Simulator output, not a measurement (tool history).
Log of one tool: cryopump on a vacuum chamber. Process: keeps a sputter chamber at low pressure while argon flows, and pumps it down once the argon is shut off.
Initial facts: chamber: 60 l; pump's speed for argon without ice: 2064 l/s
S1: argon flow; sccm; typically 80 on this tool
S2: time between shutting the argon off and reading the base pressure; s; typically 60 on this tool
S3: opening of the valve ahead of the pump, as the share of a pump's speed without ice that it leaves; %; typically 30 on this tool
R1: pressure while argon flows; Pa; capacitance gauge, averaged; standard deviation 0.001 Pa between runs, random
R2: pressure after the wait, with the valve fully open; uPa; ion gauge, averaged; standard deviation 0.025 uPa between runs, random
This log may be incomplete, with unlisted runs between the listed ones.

run 1 hour=0.0 | S1=80 S2=60 S3=30 | R1=0.2219 R2=1.53
run 2 hour=95.7 | S1=80 S2=60 S3=30 | R1=0.2208 R2=1.56
run 3 hour=154.2 | S1=80 S2=60 S3=30 | R1=0.2212 R2=1.66
run 4 hour=280.5 | S1=80 S2=60 S3=30 | R1=0.2220 R2=1.76
run 5 hour=361.7 | S1=80 S2=60 S3=30 | R1=0.2233 R2=1.70
run 6 hour=470.3 | S1=80 S2=60 S3=30 | R1=0.2241 R2=1.79
run 7 hour=589.9 | S1=80 S2=60 S3=30 | R1=0.2243 R2=1.88
run 8 hour=706.0 | S1=80 S2=60 S3=30 | R1=0.2269 R2=1.94
run 9 hour=775.6 | S1=80 S2=60 S3=30 | R1=0.2255 R2=2.00
run 10 hour=884.7 | S1=80 S2=160 S3=30 | R1=0.2276 R2=1.50
run 11 hour=959.6 | S1=80 S2=160 S3=30 | R1=0.2283 R2=1.52
run 12 hour=1044.0 | S1=80 S2=60 S3=30 | R1=0.2285 R2=2.11
run 13 hour=1099.0 | S1=46 S2=38 S3=20 | R1=0.1951 R2=2.73
run 14 hour=1194.4 | S1=83 S2=60 S3=50 | R1=0.1476 R2=2.25
run 15 hour=1274.4 | S1=82 S2=72 S3=42 | R1=0.1724 R2=2.20
run 16 hour=1335.9 | S1=138 S2=254 S3=30 | R1=0.4010 R2=1.63
run 17 hour=1435.4 | S1=117 S2=60 S3=16 | R1=0.6174 R2=2.50
run 18 hour=1538.1 | S1=39 S2=128 S3=16 | R1=0.2064 R2=2.00
run 19 hour=1662.3 | S1=81 S2=60 S3=59 | R1=0.1283 R2=2.57
run 20 hour=1755.7 | S1=43 S2=221 S3=35 | R1=0.1081 R2=2.01
run 21 hour=1834.9 | S1=97 S2=112 S3=16 | R1=0.5192 R2=2.32
run 22 hour=1904.1 | S1=97 S2=112 S3=16 | R1=0.5170 R2=2.33
run 23 hour=2014.5 | S1=134 S2=112 S3=18 | R1=0.6426 R2=2.49

4 options for the next run, each taken on its own from the tool as it stands now. Forecast them:
run A hour=2072.2 | S1=76 S2=112 S3=28 | R1=? R2=?
run B hour=2072.2 | S1=92 S2=32 S3=18 | R1=? R2=?
run C hour=2072.2 | S1=134 S2=112 S3=17 | R1=? R2=?
run D hour=2072.2 | S1=134 S2=50 S3=59 | R1=? R2=?

run=A R1=0.2410 R2=2.47
run=B R1=0.4432 R2=3.66
run=C R1=0.6780 R2=2.49
run=D R1=0.2184 R2=2.87
Stripped of hidden state, with their random variation kept, the same runs would have yielded:
run=A R1=0.2230 R2=0.61
run=B R1=0.4212 R2=1.82
run=C R1=0.6462 R2=0.64
run=D R1=0.1865 R2=1.10
